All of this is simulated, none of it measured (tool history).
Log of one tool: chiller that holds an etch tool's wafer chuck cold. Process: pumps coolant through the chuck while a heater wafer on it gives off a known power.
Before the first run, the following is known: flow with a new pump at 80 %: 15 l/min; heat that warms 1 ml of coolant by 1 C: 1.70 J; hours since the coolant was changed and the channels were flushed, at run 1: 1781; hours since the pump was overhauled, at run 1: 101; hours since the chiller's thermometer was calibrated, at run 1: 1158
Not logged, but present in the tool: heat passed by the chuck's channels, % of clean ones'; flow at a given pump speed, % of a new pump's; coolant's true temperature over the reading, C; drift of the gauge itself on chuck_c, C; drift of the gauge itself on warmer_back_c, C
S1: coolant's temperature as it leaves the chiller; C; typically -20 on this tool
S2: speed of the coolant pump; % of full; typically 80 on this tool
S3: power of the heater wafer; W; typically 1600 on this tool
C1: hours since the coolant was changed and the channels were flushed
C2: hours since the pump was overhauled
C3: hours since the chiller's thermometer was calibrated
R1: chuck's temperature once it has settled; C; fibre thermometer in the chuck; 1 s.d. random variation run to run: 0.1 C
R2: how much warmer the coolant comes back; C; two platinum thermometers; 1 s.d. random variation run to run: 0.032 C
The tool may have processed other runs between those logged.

{"run": 1, "day": 0.0, "S1": -20, "S2": 80, "S3": 1600, "C1": 1781, "C2": 101, "C3": 1158, "R1": -9.8, "R2": 3.78}
{"run": 2, "day": 1.983, "S1": -20, "S2": 80, "S3": 1600, "C1": 1829, "C2": 149, "C3": 1206, "R1": -9.9, "R2": 3.76}
{"run": 3, "day": 3.2, "S1": -20, "S2": 80, "S3": 1600, "C1": 1858, "C2": 178, "C3": 1235, "R1": -9.9, "R2": 3.83}
{"run": 4, "day": 5.338, "S1": -20, "S2": 80, "S3": 884, "C1": 1909, "C2": 229, "C3": 1286, "R1": -14.3, "R2": 2.06}
{"run": 5, "day": 7.383, "S1": -20, "S2": 80, "S3": 884, "C1": 1958, "C2": 278, "C3": 1335, "R1": -14.0, "R2": 2.1}
{"run": 6, "day": 9.588, "S1": -20, "S2": 64, "S3": 1600, "C1": 2011, "C2": 331, "C3": 1388, "R1": -7.8, "R2": 4.87}
{"run": 7, "day": 12.225, "S1": -20, "S2": 64, "S3": 1600, "C1": 2074, "C2": 394, "C3": 1452, "R1": -7.7, "R2": 4.85}
{"run": 8, "day": 14.846, "S1": -20, "S2": 64, "S3": 1600, "C1": 2137, "C2": 457, "C3": 1514, "R1": -7.6, "R2": 4.81}
{"run": 9, "day": 16.196, "S1": -20, "S2": 86, "S3": 1600, "C1": 2170, "C2": 490, "C3": 1547, "R1": -10.1, "R2": 3.55}
{"run": 10, "day": 17.896, "S1": -14, "S2": 86, "S3": 1600, "C1": 2211, "C2": 531, "C3": 1588, "R1": -3.9, "R2": 3.57}
{"run": 11, "day": 19.2, "S1": -14, "S2": 86, "S3": 1600, "C1": 2242, "C2": 562, "C3": 1619, "R1": -4.1, "R2": 3.56}
{"run": 12, "day": 20.942, "S1": -14, "S2": 86, "S3": 1600, "C1": 2284, "C2": 604, "C3": 1661, "R1": -4.0, "R2": 3.49}
{"run": 13, "day": 23.129, "S1": -14, "S2": 86, "S3": 1600, "C1": 2336, "C2": 656, "C3": 1713, "R1": -4.1, "R2": 3.58}
{"run": 14, "day": 24.742, "S1": -14, "S2": 86, "S3": 1600, "C1": 2375, "C2": 695, "C3": 1752, "R1": -3.9, "R2": 3.55}
{"run": 15, "day": 26.783, "S1": -14, "S2": 86, "S3": 1600, "C1": 2424, "C2": 744, "C3": 1801, "R1": -3.8, "R2": 3.58}
{"run": 16, "day": 28.9, "S1": -14, "S2": 86, "S3": 1600, "C1": 2475, "C2": 795, "C3": 1852, "R1": -3.9, "R2": 3.53}
{"run": 17, "day": 30.171, "S1": -16, "S2": 86, "S3": 1065, "C1": 2505, "C2": 825, "C3": 1882, "R1": -9.2, "R2": 2.34}
{"run": 18, "day": 31.275, "S1": -27, "S2": 99, "S3": 1065, "C1": 2532, "C2": 852, "C3": 1909, "R1": -20.8, "R2": 2.09}
{"run": 19, "day": 33.708, "S1": -20, "S2": 64, "S3": 1890, "C1": 2590, "C2": 910, "C3": 1967, "R1": -5.1, "R2": 5.85}
{"run": 20, "day": 35.808, "S1": -20, "S2": 60, "S3": 1600, "C1": 2640, "C2": 961, "C3": 2018, "R1": -6.6, "R2": 5.31}
{"run": 21, "day": 37.471, "S1": -20, "S2": 60, "S3": 1600, "C1": 2680, "C2": 1000, "C3": 2057, "R1": -6.6, "R2": 5.28}
{"run": 22, "day": 39.929, "S1": -21, "S2": 97, "S3": 2383, "C1": 2739, "C2": 1059, "C3": 2116, "R1": -7.2, "R2": 4.78}
{"run": 23, "day": 41.129, "S1": -26, "S2": 63, "S3": 1767, "C1": 2768, "C2": 1088, "C3": 2145, "R1": -11.3, "R2": 5.51}
{"run": 24, "day": 43.808, "S1": -30, "S2": 60, "S3": 880, "C1": 2832, "C2": 1152, "C3": 2210, "R1": -22.3, "R2": 2.98}
{"run": 25, "day": 46.433, "S1": -20, "S2": 65, "S3": 2212, "C1": 2895, "C2": 1215, "C3": 2272, "R1": -2.4, "R2": 6.76}
{"run": 26, "day": 48.704, "S1": -20, "S2": 65, "S3": 2212, "C1": 2950, "C2": 1270, "C3": 2327, "R1": -2.5, "R2": 6.86}
{"run": 27, "day": 51.212, "S1": -19, "S2": 80, "S3": 970, "C1": 3010, "C2": 1330, "C3": 2387, "R1": -12.1, "R2": 2.37}
{"run": 28, "day": 52.892, "S1": -24, "S2": 80, "S3": 986, "C1": 3050, "C2": 1370, "C3": 2428, "R1": -17.0, "R2": 2.45}
{"day": 53.758, "done": "chiller's thermometer calibrated"}
{"run": 29, "day": 55.025, "S1": -15, "S2": 76, "S3": 1117, "C1": 3101, "C2": 1421, "C3": 30, "R1": -7.3, "R2": 2.92}
{"run": 30, "day": 57.608, "S1": -20, "S2": 72, "S3": 2345, "C1": 3163, "C2": 1483, "C3": 92, "R1": -3.3, "R2": 6.48}
{"run": 31, "day": 58.942, "S1": -26, "S2": 65, "S3": 2136, "C1": 3195, "C2": 1515, "C3": 124, "R1": -9.3, "R2": 6.62}

Measured less the same run without the tool's hidden state. The same run-to-run variation is in both; the gauge's scatter may not be:
run=1 R1=+0.7 R2=+0.03
run=2 R1=+0.8 R2=+0.03
run=3 R1=+0.7 R2=+0.04
run=4 R1=+0.6 R2=+0.03
run=5 R1=+0.6 R2=+0.03
run=6 R1=+0.9 R2=+0.08
run=7 R1=+1.0 R2=+0.08
run=8 R1=+1.1 R2=+0.09
run=9 R1=+0.9 R2=+0.07
run=10 R1=+1.0 R2=+0.07
run=11 R1=+1.0 R2=+0.08
run=12 R1=+1.0 R2=+0.08
run=13 R1=+1.0 R2=+0.09
run=14 R1=+1.1 R2=+0.09
run=15 R1=+1.1 R2=+0.09
run=16 R1=+1.1 R2=+0.11
run=17 R1=+1.0 R2=+0.07
run=18 R1=+0.9 R2=+0.07
run=19 R1=+1.5 R2=+0.20
run=20 R1=+1.5 R2=+0.18
run=21 R1=+1.5 R2=+0.19
run=22 R1=+1.6 R2=+0.18
run=23 R1=+1.7 R2=+0.22
run=24 R1=+1.1 R2=+0.12
run=25 R1=+2.0 R2=+0.29
run=26 R1=+2.1 R2=+0.30
run=27 R1=+1.2 R2=+0.11
run=28 R1=+1.2 R2=+0.11
run=29 R1=+0.7 R2=+0.15
run=30 R1=+1.7 R2=+0.33
run=31 R1=+1.7 R2=+0.35

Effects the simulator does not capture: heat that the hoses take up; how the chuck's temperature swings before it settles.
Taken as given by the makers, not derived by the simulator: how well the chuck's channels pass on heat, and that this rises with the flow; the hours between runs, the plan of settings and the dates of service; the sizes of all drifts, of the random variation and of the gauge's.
